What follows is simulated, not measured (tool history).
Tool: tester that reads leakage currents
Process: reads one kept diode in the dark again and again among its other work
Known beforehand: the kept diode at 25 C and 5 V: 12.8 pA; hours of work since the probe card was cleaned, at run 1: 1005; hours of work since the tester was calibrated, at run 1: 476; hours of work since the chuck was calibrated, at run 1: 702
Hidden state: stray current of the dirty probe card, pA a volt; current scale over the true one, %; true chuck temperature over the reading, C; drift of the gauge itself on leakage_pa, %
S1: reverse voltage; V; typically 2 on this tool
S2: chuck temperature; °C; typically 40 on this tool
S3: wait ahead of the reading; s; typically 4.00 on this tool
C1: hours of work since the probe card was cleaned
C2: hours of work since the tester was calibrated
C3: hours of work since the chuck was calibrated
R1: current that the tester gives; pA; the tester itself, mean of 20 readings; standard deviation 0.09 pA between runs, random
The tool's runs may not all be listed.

run 1 day=0.000 | S1=2 S2=40 S3=4.00 | C1=1005 C2=476 C3=702 | R1=25.17
run 2 day=0.758 | S1=2 S2=40 S3=4.00 | C1=1014 C2=485 C3=711 | R1=25.07
run 3 day=2.221 | S1=2 S2=40 S3=4.00 | C1=1031 C2=502 C3=729 | R1=24.90
run 4 day=3.271 | S1=2 S2=40 S3=4.00 | C1=1044 C2=515 C3=741 | R1=25.14
run 5 day=4.838 | S1=2 S2=40 S3=4.00 | C1=1062 C2=534 C3=760 | R1=24.92
run 6 day=6.071 | S1=2 S2=40 S3=0.35 | C1=1077 C2=548 C3=775 | R1=25.73
run 7 day=6.783 | S1=2 S2=40 S3=4.00 | C1=1086 C2=557 C3=783 | R1=25.14
run 8 day=7.521 | S1=2 S2=28 S3=4.00 | C1=1095 C2=566 C3=792 | R1=9.70
run 9 day=8.550 | S1=2 S2=28 S3=4.00 | C1=1107 C2=578 C3=805 | R1=9.71
run 10 day=9.571 | S1=2 S2=28 S3=9.11 | C1=1119 C2=590 C3=817 | R1=9.61
run 11 day=10.788 | S1=2 S2=28 S3=9.11 | C1=1134 C2=605 C3=831 | R1=9.73
run 12 day=12.033 | S1=2 S2=42 S3=9.11 | C1=1149 C2=620 C3=846 | R1=29.11
run 13 day=12.888 | S1=2 S2=42 S3=9.11 | C1=1159 C2=630 C3=857 | R1=29.34
run 14 day=13.838 | S1=2 S2=42 S3=9.11 | C1=1170 C2=641 C3=868 | R1=29.20
run 15 day=15.346 | S1=2 S2=42 S3=9.11 | C1=1188 C2=659 C3=886 | R1=29.11
run 16 day=16.254 | S1=2 S2=42 S3=9.11 | C1=1199 C2=670 C3=897 | R1=29.11

For run 17, what comes out?
run 17 day=17.142 | S1=2 S2=42 S3=9.11 | C1=1210 C2=681 C3=907 | R1=?

R1: 29.16 pA
With the hidden condition absent and the run-to-run variation left alone, this run would have shown R1 29.15 pA.
